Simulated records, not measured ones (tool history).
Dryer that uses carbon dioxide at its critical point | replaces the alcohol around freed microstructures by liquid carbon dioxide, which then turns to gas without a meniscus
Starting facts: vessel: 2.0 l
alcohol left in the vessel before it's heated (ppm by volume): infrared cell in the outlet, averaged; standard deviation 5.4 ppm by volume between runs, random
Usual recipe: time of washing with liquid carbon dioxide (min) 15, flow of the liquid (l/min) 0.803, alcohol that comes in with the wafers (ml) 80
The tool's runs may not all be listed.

run,hour,time of washing with liquid carbon dioxide (min),flow of the liquid (l/min),alcohol that comes in with the wafers (ml),alcohol left in the vessel before it's heated (ppm by volume)
1,0.0,15,0.803,80,328
# hour 16.3: inlet filter changed
2,24.6,15,0.803,80,143
3,55.1,15,0.803,80,152
4,74.3,15,0.803,80,168
5,94.7,15,0.803,80,173
6,133.1,15,0.803,80,190
7,155.9,15,0.803,80,199
8,180.9,15,1.273,80,36
9,200.0,15,1.273,80,41
10,221.3,15,1.273,80,43
11,256.8,15,0.803,80,248
12,292.2,15,0.803,80,270
13,316.8,15,0.803,80,283
14,351.3,15,0.803,35,147
15,369.7,15,0.739,80,441
16,400.5,15,0.803,80,332
# hour 421.1: inlet filter changed
17,422.9,15,0.803,80,155
18,451.2,15,0.803,80,155
19,473.7,15,0.803,60,139
20,503.8,15,0.803,80,186
21,524.5,15,0.803,80,179
22,541.5,13,0.803,80,375
23,576.8,21,0.696,23,61
24,597.7,15,0.803,102,266
25,628.4,15,0.803,102,297
26,644.3,15,0.803,32,127
27,678.5,15,0.803,32,130
28,696.8,15,0.803,32,131
29,728.1,12,0.959,41,208
30,754.8,12,0.959,41,219
31,789.2,15,0.803,39,185
32,816.1,15,0.803,39,192
# hour 825.0: inlet filter changed
33,851.4,9,0.803,20,380
34,876.2,9,0.803,20,387
35,914.5,9,0.803,20,401
36,932.8,18,0.551,22,158
37,949.5,18,0.551,22,162
38,983.5,19,0.803,34,66
39,1004.3,13,0.803,49,284
40,1026.8,13,0.803,49,297
41,1051.0,10,0.803,62,964
42,1078.6,15,0.803,41,168
43,1113.1,15,0.803,32,150
44,1129.7,15,1.070,107,114

Below are 4 alternative next runs, each starting from the tool's condition after run 44. Predict each:
A,1161.4,17,0.803,30,?
B,1161.4,23,0.803,80,?
C,1161.4,19,1.070,91,?
D,1161.4,15,0.662,80,?

run,alcohol left in the vessel before it's heated (ppm by volume)
A,106
B,71
C,60
D,679
Without the tool's unlogged condition, the same runs would have read:
run,alcohol left in the vessel before it's heated (ppm by volume)
A,29
B,13
C,7
D,333
